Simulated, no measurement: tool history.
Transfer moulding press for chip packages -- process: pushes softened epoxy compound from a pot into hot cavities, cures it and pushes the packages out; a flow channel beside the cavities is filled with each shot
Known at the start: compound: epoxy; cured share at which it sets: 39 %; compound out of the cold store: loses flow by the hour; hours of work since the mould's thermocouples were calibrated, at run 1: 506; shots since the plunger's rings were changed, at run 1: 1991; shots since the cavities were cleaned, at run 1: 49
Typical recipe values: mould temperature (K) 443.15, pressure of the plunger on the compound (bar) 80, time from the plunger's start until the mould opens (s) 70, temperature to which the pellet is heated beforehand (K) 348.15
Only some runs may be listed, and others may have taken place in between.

run	hour	mould temperature (K)	pressure of the plunger on the compound (bar)	time from the plunger's start until the mould opens (s)	temperature to which the pellet is heated beforehand (K)	hours of work since the mould's thermocouples were calibrated	shots since the plunger's rings were changed	shots since the cavities were cleaned	incoming compound's hours out of the cold store	length that the compound runs in the flow channel (mm)	greatest force on the pins that push the packages out (N)
1	0	443.15	80	70	348.15	506	1991	49	17.4	969	495
2	17.6	443.15	80	70	348.15	518	2263	321	44.2	846	625
3	27	443.15	76.9	70	348.15	525	2408	466	24.7	911	715
4	38.1	447.15	76.9	70	348.15	533	2581	639	46.6	806	679
# hour 45: cavities cleaned with cleaning compound and waxed
5	61.6	447.15	76.9	70	348.15	549	2920	257	29.2	871	552
# hour 71.5: plunger's sealing rings changed
6	73.7	443.15	80	70	348.15	556	34	405	43.4	868	639
7	92.7	443.15	80	70	348.15	570	329	700	45.3	855	756
# hour 95.6: cavities cleaned with cleaning compound and waxed
8	113.1	437.15	80	70	348.15	583	621	271	32.8	933	809
9	135.1	443.15	71.7	70	348.15	599	960	610	16.8	926	804
# hour 144.2: cavities cleaned with cleaning compound and waxed
# hour 149: mould's thermocouples calibrated
10	150.5	443.15	71.7	70	348.15	1	1144	65	20.2	911	497
11	171.5	443.15	80	70	349.15	16	1469	390	38.8	878	674
12	182.8	443.15	80	70	349.15	24	1644	565	33	902	733
# hour 193.7: cavities cleaned with cleaning compound and waxed
13	198.8	443.15	80	65	348.15	35	1869	79	35.2	890	571
14	208.3	443.15	80	70	348.15	42	2016	226	13.8	991	628
15	229.2	447.15	94.1	77	358.15	57	2338	548	20.9	1013	639
# hour 241.4: cavities cleaned with cleaning compound and waxed
16	251.7	438.15	95.6	77	358.15	72	2662	159	15	1092	603
17	269.1	443.15	80	70	341.15	85	2933	430	20.9	951	723
# hour 278.9: plunger's sealing rings changed
18	284.5	443.15	81.7	70	341.15	94	87	629	26.6	951	823
# hour 291.7: cavities cleaned with cleaning compound and waxed
19	308.4	443.15	80	91	348.15	110	432	257	18.5	976	537
20	327.8	443.15	80	91	348.15	124	733	558	26	938	617
# hour 339.1: cavities cleaned with cleaning compound and waxed
21	345.1	443.15	80	91	348.15	136	976	92	42.3	867	445
22	356.6	443.15	80	70	341.15	144	1155	271	43.1	863	620
23	376	443.15	80	70	341.15	158	1455	571	25.4	936	777
# hour 386.9: cavities cleaned with cleaning compound and waxed
24	396.9	443.15	80	70	341.15	172	1755	155	17.9	972	592
25	407.6	443.15	80	70	341.15	180	1920	320	47.7	837	632
26	427.9	435.15	89.4	73	341.15	194	2233	633	11.1	1104	1235
# hour 435.5: cavities cleaned with cleaning compound and waxed
27	444.1	440.15	80	57	348.15	205	2461	133	38.9	883	940

Alternative continuations, all from the tool just after run 27; predict every row:
A	463	450.15	80	109	348.15	219	2753	425	16.6	?	?
B	463	440.15	86.6	57	348.15	219	2753	425	39.2	?	?
C	463	440.15	61.2	83	348.15	219	2753	425	28.2	?	?
D	463	441.15	80	61	346.15	219	2753	425	44	?	?
E	463	443.15	69.9	57	348.15	219	2753	425	35.9	?	?

run	length that the compound runs in the flow channel (mm)	greatest force on the pins that push the packages out (N)
A	943	575
B	917	1210
C	812	628
D	853	959
E	823	996
Stripped of hidden state, with their random variation kept, the same runs would have yielded:
run	length that the compound runs in the flow channel (mm)	greatest force on the pins that push the packages out (N)
A	963	361
B	937	774
C	829	392
D	871	614
E	841	635
